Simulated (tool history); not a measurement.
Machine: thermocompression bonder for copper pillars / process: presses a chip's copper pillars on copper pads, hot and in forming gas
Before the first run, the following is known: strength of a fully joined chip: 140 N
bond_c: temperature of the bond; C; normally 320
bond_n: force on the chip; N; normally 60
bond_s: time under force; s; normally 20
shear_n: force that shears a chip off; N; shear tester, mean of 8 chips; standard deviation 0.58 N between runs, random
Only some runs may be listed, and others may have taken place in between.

run	hour	bond_c	bond_n	bond_s	shear_n
1	0.0	320	60	20	69.2
2	68.7	320	60	20	67.4
3	122.1	320	60	20	67.2
# hour 185.6: forming gas filter changed
4	188.5	320	60	20	70.8
5	242.9	320	60	20	69.5
6	278.1	320	60	20	70.1
7	335.6	320	60	20	69.1
8	412.4	320	60	20	66.5
9	472.3	320	60	20	67.9
10	541.6	320	72	20	75.0
11	614.0	320	72	20	75.3
12	684.9	320	72	20	74.8
13	743.4	320	43	20	49.6
14	798.3	320	43	20	48.8
# hour 864.1: forming gas filter changed
15	874.6	320	43	20	51.7
16	916.6	320	60	20	66.2
17	997.3	320	60	20	65.3
18	1032.5	320	60	20	64.5
19	1070.0	320	60	20	64.0
20	1116.4	292	60	20	46.6
# hour 1123.1: force cell calibrated
21	1173.3	292	60	20	45.3
22	1207.5	349	77	16	88.6
# hour 1245.1: force cell calibrated, once more
23	1246.7	320	60	24	70.1
24	1329.5	320	83	26	88.0
25	1363.1	315	46	20	50.7
26	1409.6	315	46	20	50.2
27	1445.9	306	90	16	69.7
28	1515.4	338	50	43	84.9
# hour 1543.4: forming gas filter changed
29	1587.0	338	43	20	62.5
30	1637.7	338	43	20	60.9
# hour 1663.7: heater calibrated with a thermocouple chip
31	1713.9	317	60	13	58.3
32	1789.1	320	57	35	80.5
33	1824.2	320	57	35	79.3
34	1866.6	337	44	35	78.6
35	1909.2	320	77	40	97.3
36	1981.5	320	77	40	98.0
37	2045.8	348	56	20	79.7
38	2100.9	318	44	20	50.0
39	2173.5	318	44	20	49.8
40	2216.4	341	60	13	68.1

Branching from run 40: 3 alternative next runs. What would each branch give?
# hour 2222.3: forming gas filter changed
A	2278.0	306	47	20	?
# hour 2222.3: forming gas filter changed
B	2278.0	320	40	20	?
# hour 2222.3: forming gas filter changed
C	2278.0	342	88	43	?

run	shear_n
A	47.8
B	49.3
C	119.9
With the hidden condition removed and each run's random variation left untouched, the same runs would have given:
run	shear_n
A	52.0
B	53.5
C	124.0
